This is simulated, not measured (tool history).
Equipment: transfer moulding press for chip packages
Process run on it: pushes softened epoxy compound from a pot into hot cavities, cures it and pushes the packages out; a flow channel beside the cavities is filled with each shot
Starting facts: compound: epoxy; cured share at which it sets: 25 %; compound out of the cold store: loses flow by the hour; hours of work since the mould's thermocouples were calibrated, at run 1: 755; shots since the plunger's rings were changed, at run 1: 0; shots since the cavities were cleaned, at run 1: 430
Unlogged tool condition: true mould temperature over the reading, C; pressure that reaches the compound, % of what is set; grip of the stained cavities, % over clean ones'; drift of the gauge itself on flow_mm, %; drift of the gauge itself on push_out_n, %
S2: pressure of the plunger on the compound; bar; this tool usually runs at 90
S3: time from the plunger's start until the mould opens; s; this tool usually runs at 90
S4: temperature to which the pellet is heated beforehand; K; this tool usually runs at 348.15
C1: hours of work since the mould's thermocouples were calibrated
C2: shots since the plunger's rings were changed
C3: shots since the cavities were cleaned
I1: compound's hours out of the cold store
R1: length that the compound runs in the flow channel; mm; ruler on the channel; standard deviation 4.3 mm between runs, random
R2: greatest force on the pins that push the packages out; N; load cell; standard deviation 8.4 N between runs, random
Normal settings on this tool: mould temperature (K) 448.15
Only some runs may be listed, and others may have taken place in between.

Run 1, hour 0.0: usual settings; C1 755; C2 0; C3 430; I1 27.4. Result: R1 937 mm, R2 557 N.
At hour 24.4: cavities cleaned with cleaning compound and waxed.
Run 2, hour 34.8: usual settings; C1 773; C2 366; C3 114; I1 23.6. Result: R1 957 mm, R2 430 N.
Run 3, hour 77.9: usual settings; C1 796; C2 842; C3 590; I1 20.2. Result: R1 964 mm, R2 596 N.
At hour 90.0: cavities cleaned with cleaning compound and waxed.
At hour 127.2: mould's thermocouples calibrated.
Run 4, hour 146.3: usual settings; C1 10; C2 1557; C3 598; I1 45.1. Result: R1 822 mm, R2 608 N.
At hour 157.4: cavities cleaned with cleaning compound and waxed.
At hour 222.2: cavities cleaned with cleaning compound and waxed.
Run 5, hour 224.4: usual settings; C1 50; C2 2385; C3 25; I1 14.7. Result: R1 967 mm, R2 411 N.
Run 6, hour 263.0: usual settings; C1 71; C2 2810; C3 450; I1 32.7. Result: R1 860 mm, R2 584 N.
At hour 286.5: cavities cleaned with cleaning compound and waxed.
Run 7, hour 294.8: usual settings; C1 87; C2 3144; C3 91; I1 13.2. Result: R1 968 mm, R2 472 N.
Run 8, hour 329.6: usual settings but S3 99 s; C1 106; C2 3527; C3 474; I1 28.7. Result: R1 871 mm, R2 532 N.
At hour 351.9: cavities cleaned with cleaning compound and waxed.
Run 9, hour 390.6: usual settings but S3 99 s; C1 138; C2 4184; C3 427; I1 47.4. Result: R1 766 mm, R2 490 N.
At hour 421.0: plunger's sealing rings changed.
At hour 422.5: cavities cleaned with cleaning compound and waxed.
Run 10, hour 446.8: usual settings but S3 99 s; C1 165; C2 268; C3 268; I1 20.5. Result: R1 977 mm, R2 482 N.
At hour 487.2: cavities cleaned with cleaning compound and waxed.
Run 11, hour 503.6: usual settings but mould temperature (K) 452.15; C1 195; C2 877; C3 181; I1 27.2. Result: R1 920 mm, R2 416 N.
Run 12, hour 546.8: usual settings but mould temperature (K) 445.15, S3 123 s; C1 218; C2 1354; C3 658; I1 9.6. Result: R1 1026 mm, R2 487 N.

The same runs without the tool's hidden state, with the same run-to-run variation:
run    R1   R2
  1   941  387
  2   967  378
  3   983  392
  4   846  359
  5  1011  388
  6   908  364
  7  1029  386
  8   934  327
  9   833  318
 10   982  335
 11   936  316
 12  1053  288
